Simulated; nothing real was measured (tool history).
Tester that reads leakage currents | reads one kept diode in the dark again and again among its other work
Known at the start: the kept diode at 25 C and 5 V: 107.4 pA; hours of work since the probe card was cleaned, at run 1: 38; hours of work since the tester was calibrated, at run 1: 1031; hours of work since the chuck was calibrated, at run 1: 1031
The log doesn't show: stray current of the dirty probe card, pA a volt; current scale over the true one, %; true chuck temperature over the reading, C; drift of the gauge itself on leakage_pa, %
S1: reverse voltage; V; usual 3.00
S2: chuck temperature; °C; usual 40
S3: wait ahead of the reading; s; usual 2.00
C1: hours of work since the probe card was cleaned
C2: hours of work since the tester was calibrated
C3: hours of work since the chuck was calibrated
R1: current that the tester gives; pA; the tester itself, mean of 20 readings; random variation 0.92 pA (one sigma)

run,day,S1,S2,S3,C1,C2,C3,R1
1,0.000,3.00,40,2.00,38,1031,1031,305.05
2,3.300,3.00,40,2.00,100,1093,1093,306.42
3,5.025,3.00,40,7.00,133,1125,1125,303.47
4,6.850,3.00,40,7.00,167,1160,1160,303.46
5,8.438,3.00,40,7.00,197,1190,1190,303.29
6,12.033,5.21,40,2.00,265,1258,1258,372.47
7,14.221,5.21,40,2.00,306,1299,1299,373.68
8,16.654,5.21,40,2.00,352,1345,1345,372.06
9,18.883,5.21,40,2.00,394,1387,1387,371.86
10,20.471,6.78,26,1.96,424,1417,1417,131.09
11,23.975,6.78,26,1.96,490,1483,1483,131.86
12,27.221,3.13,30,2.20,551,1544,1544,139.68
13,30.779,7.39,46,1.07,618,1611,1611,669.92
14,34.188,10.35,48,0.37,683,1675,1675,884.40
# day 35.096: chuck's temperature calibrated
15,37.679,12.08,40,2.00,747,1739,49,506.83
16,39.338,12.08,40,2.00,778,1771,80,504.59
17,42.825,3.00,39,6.20,844,1836,146,280.62

Forecast each of these 5 alternatives for the next run:
A,44.862,15.95,22,9.08,882,1875,184,?
B,44.862,1.49,39,6.20,882,1875,184,?
C,44.862,8.40,40,0.65,882,1875,184,?
D,44.862,3.00,20,2.00,882,1875,184,?
E,44.862,3.00,34,0.92,882,1875,184,?

run,R1
A,126.13
B,219.11
C,446.03
D,58.39
E,190.50
Without the tool's hidden state the same runs would have given:
run,R1
A,126.08
B,219.21
C,446.18
D,58.40
E,190.57

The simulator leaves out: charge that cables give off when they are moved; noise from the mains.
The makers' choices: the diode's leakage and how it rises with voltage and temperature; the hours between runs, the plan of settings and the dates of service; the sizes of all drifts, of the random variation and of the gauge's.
